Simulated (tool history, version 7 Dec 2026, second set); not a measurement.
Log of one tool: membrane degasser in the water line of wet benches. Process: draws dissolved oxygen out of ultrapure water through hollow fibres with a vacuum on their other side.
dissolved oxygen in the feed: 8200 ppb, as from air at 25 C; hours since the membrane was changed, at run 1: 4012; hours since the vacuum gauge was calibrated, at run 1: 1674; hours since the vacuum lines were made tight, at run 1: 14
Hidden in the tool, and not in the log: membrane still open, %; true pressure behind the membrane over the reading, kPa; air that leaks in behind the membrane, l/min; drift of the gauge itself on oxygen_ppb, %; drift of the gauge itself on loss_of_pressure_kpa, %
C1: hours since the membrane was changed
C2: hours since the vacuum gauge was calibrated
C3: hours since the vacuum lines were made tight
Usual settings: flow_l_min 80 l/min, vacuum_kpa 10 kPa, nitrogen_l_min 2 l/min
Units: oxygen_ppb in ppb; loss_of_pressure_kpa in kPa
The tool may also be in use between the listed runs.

{"run": 1, "hour": 0.0, "flow_l_min": 80, "vacuum_kpa": 10, "nitrogen_l_min": 2, "C1": 4012, "C2": 1674, "C3": 14, "oxygen_ppb": 540.4, "loss_of_pressure_kpa": 51.58}
{"run": 2, "hour": 50.3, "flow_l_min": 80, "vacuum_kpa": 10, "nitrogen_l_min": 2, "C1": 4063, "C2": 1725, "C3": 64, "oxygen_ppb": 540.2, "loss_of_pressure_kpa": 51.44}
{"run": 3, "hour": 101.1, "flow_l_min": 80, "vacuum_kpa": 10, "nitrogen_l_min": 2, "C1": 4114, "C2": 1775, "C3": 115, "oxygen_ppb": 538.9, "loss_of_pressure_kpa": 51.32}
{"run": 4, "hour": 172.5, "flow_l_min": 80, "vacuum_kpa": 10, "nitrogen_l_min": 2, "C1": 4185, "C2": 1847, "C3": 186, "oxygen_ppb": 537.8, "loss_of_pressure_kpa": 51.46}
{"run": 5, "hour": 243.3, "flow_l_min": 80, "vacuum_kpa": 10, "nitrogen_l_min": 2, "C1": 4256, "C2": 1918, "C3": 257, "oxygen_ppb": 539.9, "loss_of_pressure_kpa": 51.3}
{"run": 6, "hour": 292.9, "flow_l_min": 80, "vacuum_kpa": 10, "nitrogen_l_min": 2, "C1": 4305, "C2": 1967, "C3": 307, "oxygen_ppb": 541, "loss_of_pressure_kpa": 51.42}
{"run": 7, "hour": 335.4, "flow_l_min": 80, "vacuum_kpa": 10, "nitrogen_l_min": 2, "C1": 4348, "C2": 2010, "C3": 349, "oxygen_ppb": 544.1, "loss_of_pressure_kpa": 51.87}
{"run": 8, "hour": 406.1, "flow_l_min": 80, "vacuum_kpa": 10, "nitrogen_l_min": 1.22, "C1": 4419, "C2": 2080, "C3": 420, "oxygen_ppb": 758.3, "loss_of_pressure_kpa": 51.83}
{"run": 9, "hour": 457.2, "flow_l_min": 80, "vacuum_kpa": 10, "nitrogen_l_min": 1.22, "C1": 4470, "C2": 2132, "C3": 471, "oxygen_ppb": 770.1, "loss_of_pressure_kpa": 51.48}
{"run": 10, "hour": 556.4, "flow_l_min": 80, "vacuum_kpa": 10, "nitrogen_l_min": 2, "C1": 4569, "C2": 2231, "C3": 570, "oxygen_ppb": 540.9, "loss_of_pressure_kpa": 51.83}
{"hour": 564.0, "done": "vacuum gauge calibrated"}
{"run": 11, "hour": 615.2, "flow_l_min": 80, "vacuum_kpa": 10, "nitrogen_l_min": 2, "C1": 4627, "C2": 51, "C3": 628, "oxygen_ppb": 542.9, "loss_of_pressure_kpa": 51.53}
{"run": 12, "hour": 695.4, "flow_l_min": 80, "vacuum_kpa": 10, "nitrogen_l_min": 2, "C1": 4707, "C2": 131, "C3": 709, "oxygen_ppb": 542.6, "loss_of_pressure_kpa": 51.74}
{"run": 13, "hour": 787.1, "flow_l_min": 80, "vacuum_kpa": 10, "nitrogen_l_min": 2, "C1": 4799, "C2": 223, "C3": 800, "oxygen_ppb": 546.2, "loss_of_pressure_kpa": 51.42}
{"run": 14, "hour": 858.2, "flow_l_min": 80, "vacuum_kpa": 10, "nitrogen_l_min": 2, "C1": 4870, "C2": 294, "C3": 872, "oxygen_ppb": 545.1, "loss_of_pressure_kpa": 51.35}
{"run": 15, "hour": 928.8, "flow_l_min": 90, "vacuum_kpa": 10, "nitrogen_l_min": 2, "C1": 4941, "C2": 365, "C3": 942, "oxygen_ppb": 602.8, "loss_of_pressure_kpa": 58.25}
{"run": 16, "hour": 971.9, "flow_l_min": 90, "vacuum_kpa": 10, "nitrogen_l_min": 2, "C1": 4984, "C2": 408, "C3": 985, "oxygen_ppb": 608.8, "loss_of_pressure_kpa": 58.5}
{"run": 17, "hour": 1023.6, "flow_l_min": 90, "vacuum_kpa": 17.8, "nitrogen_l_min": 2.25, "C1": 5036, "C2": 460, "C3": 1037, "oxygen_ppb": 1094.7, "loss_of_pressure_kpa": 57.91}
{"run": 18, "hour": 1078.5, "flow_l_min": 90, "vacuum_kpa": 17.8, "nitrogen_l_min": 2.25, "C1": 5090, "C2": 515, "C3": 1092, "oxygen_ppb": 1085, "loss_of_pressure_kpa": 58.72}
{"hour": 1146.2, "done": "vacuum gauge calibrated, once more"}
{"run": 19, "hour": 1151.6, "flow_l_min": 89, "vacuum_kpa": 9.1, "nitrogen_l_min": 5.32, "C1": 5163, "C2": 5, "C3": 1164, "oxygen_ppb": 248.4, "loss_of_pressure_kpa": 57.52}
{"run": 20, "hour": 1231.9, "flow_l_min": 89, "vacuum_kpa": 9.1, "nitrogen_l_min": 5.32, "C1": 5243, "C2": 86, "C3": 1245, "oxygen_ppb": 247.5, "loss_of_pressure_kpa": 57.99}
{"run": 21, "hour": 1282.3, "flow_l_min": 68, "vacuum_kpa": 8.2, "nitrogen_l_min": 2, "C1": 5294, "C2": 136, "C3": 1295, "oxygen_ppb": 351.8, "loss_of_pressure_kpa": 44.1}
{"run": 22, "hour": 1354.5, "flow_l_min": 76, "vacuum_kpa": 14.7, "nitrogen_l_min": 1.95, "C1": 5366, "C2": 208, "C3": 1367, "oxygen_ppb": 845.1, "loss_of_pressure_kpa": 49.19}
{"run": 23, "hour": 1402.5, "flow_l_min": 70, "vacuum_kpa": 16.9, "nitrogen_l_min": 2.81, "C1": 5414, "C2": 256, "C3": 1415, "oxygen_ppb": 695.4, "loss_of_pressure_kpa": 45.69}
{"run": 24, "hour": 1501.1, "flow_l_min": 80, "vacuum_kpa": 8.3, "nitrogen_l_min": 4.42, "C1": 5513, "C2": 355, "C3": 1514, "oxygen_ppb": 225.6, "loss_of_pressure_kpa": 51.55}
{"run": 25, "hour": 1547.8, "flow_l_min": 80, "vacuum_kpa": 23.5, "nitrogen_l_min": 5.19, "C1": 5559, "C2": 402, "C3": 1561, "oxygen_ppb": 686.4, "loss_of_pressure_kpa": 51.81}
{"run": 26, "hour": 1624.0, "flow_l_min": 124, "vacuum_kpa": 23.5, "nitrogen_l_min": 0.96, "C1": 5635, "C2": 478, "C3": 1637, "oxygen_ppb": 2842.9, "loss_of_pressure_kpa": 80.58}
{"run": 27, "hour": 1683.2, "flow_l_min": 124, "vacuum_kpa": 23.5, "nitrogen_l_min": 0.96, "C1": 5695, "C2": 537, "C3": 1696, "oxygen_ppb": 2832.5, "loss_of_pressure_kpa": 80.53}
{"run": 28, "hour": 1727.3, "flow_l_min": 124, "vacuum_kpa": 23.5, "nitrogen_l_min": 0.96, "C1": 5739, "C2": 581, "C3": 1740, "oxygen_ppb": 2860.4, "loss_of_pressure_kpa": 80.92}
{"run": 29, "hour": 1789.5, "flow_l_min": 80, "vacuum_kpa": 14.8, "nitrogen_l_min": 2, "C1": 5801, "C2": 643, "C3": 1802, "oxygen_ppb": 871.7, "loss_of_pressure_kpa": 52.17}
{"run": 30, "hour": 1844.4, "flow_l_min": 61, "vacuum_kpa": 6.5, "nitrogen_l_min": 5.6, "C1": 5856, "C2": 698, "C3": 1857, "oxygen_ppb": 94.4, "loss_of_pressure_kpa": 39.59}
{"run": 31, "hour": 1940.1, "flow_l_min": 90, "vacuum_kpa": 11.6, "nitrogen_l_min": 1.48, "C1": 5952, "C2": 794, "C3": 1953, "oxygen_ppb": 877.4, "loss_of_pressure_kpa": 58.56}
{"run": 32, "hour": 2014.3, "flow_l_min": 90, "vacuum_kpa": 21.1, "nitrogen_l_min": 0.84, "C1": 6026, "C2": 868, "C3": 2027, "oxygen_ppb": 2344.7, "loss_of_pressure_kpa": 58.36}

Hidden state at the last listed run before each entry between runs and at the first one after, where it differs:
Between runs 10 and 11: vacuum gauge calibrated (hour 564)
  membrane still open, %: 97.9 -> 97.8; true pressure behind the membrane over the reading, kPa: 0.05 -> 0.08; air that leaks in behind the membrane, l/min: 0.0035 -> 0.0036
  measured less the result without the state, oxygen_ppb: +6.4 -> +8 ppb; loss_of_pressure_kpa: +1.11 -> +1.11 kPa
Between runs 18 and 19: vacuum gauge calibrated, once more (hour 1146.2)
  true pressure behind the membrane over the reading, kPa: 0.09 -> 0; air that leaks in behind the membrane, l/min: 0.0046 -> 0.0047
  measured less the result without the state, oxygen_ppb: +9.1 -> +3.8 ppb; loss_of_pressure_kpa: +1.39 -> +1.38 kPa
